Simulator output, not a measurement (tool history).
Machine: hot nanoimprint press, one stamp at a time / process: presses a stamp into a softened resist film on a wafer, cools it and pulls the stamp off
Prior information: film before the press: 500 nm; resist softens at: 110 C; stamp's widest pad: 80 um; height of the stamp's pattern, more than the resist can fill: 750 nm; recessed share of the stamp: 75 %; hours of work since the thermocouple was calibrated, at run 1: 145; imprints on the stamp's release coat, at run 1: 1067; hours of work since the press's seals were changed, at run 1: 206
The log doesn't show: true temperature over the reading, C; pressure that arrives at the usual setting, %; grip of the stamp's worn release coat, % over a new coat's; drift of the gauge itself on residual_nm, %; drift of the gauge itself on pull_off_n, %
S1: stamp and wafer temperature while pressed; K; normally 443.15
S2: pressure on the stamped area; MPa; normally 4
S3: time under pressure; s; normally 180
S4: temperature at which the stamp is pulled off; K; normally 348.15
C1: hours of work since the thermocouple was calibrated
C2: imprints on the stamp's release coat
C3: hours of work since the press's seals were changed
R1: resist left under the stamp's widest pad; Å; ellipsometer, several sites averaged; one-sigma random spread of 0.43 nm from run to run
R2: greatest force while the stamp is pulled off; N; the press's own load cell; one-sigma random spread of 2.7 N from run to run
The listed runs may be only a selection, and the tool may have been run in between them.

run,hour,S1,S2,S3,S4,C1,C2,C3,R1,R2
1,0,443.15,4,180,348.15,145,1067,206,2877,187
2,24.5,443.15,4,180,348.15,157,1106,217,2883,195
3,64.8,443.15,4,180,348.15,176,1172,236,2884,193
4,99.6,443.15,4,180,348.15,193,1228,253,2871,197
5,128.8,443.15,4,315,348.15,206,1275,267,2408,200
6,152,443.15,4,180,352.15,218,1313,278,2859,187
7,177.3,443.15,4,186,352.15,230,1354,290,2832,196
# hour 200.3: stamp cleaned and given a new release coat
8,203.5,451.15,5.51,263,340.15,239,6,300,1646,137
9,222.8,451.15,5.51,263,340.15,248,37,309,1643,139
10,249.7,451.15,5.51,263,340.15,261,81,322,1646,146
11,278.7,445.15,4.09,270,343.15,275,128,335,2329,138

For each entry between runs, how does the tool's hidden state at the last listed run before it compare with that at the first listed run after it?
From run 7 to run 8: stamp cleaned and given a new release coat (hour 200.3)
  true temperature over the reading, C: 1.31 -> 1.35; pressure that arrives at the usual setting, %: 97.18 -> 97.1; grip of the stamp's worn release coat, % over a new coat's: 70.7 -> 0.3
  difference, measured minus the result without the unlogged condition, R1: -77 -> -36 Å; R2: +78 -> -3 N
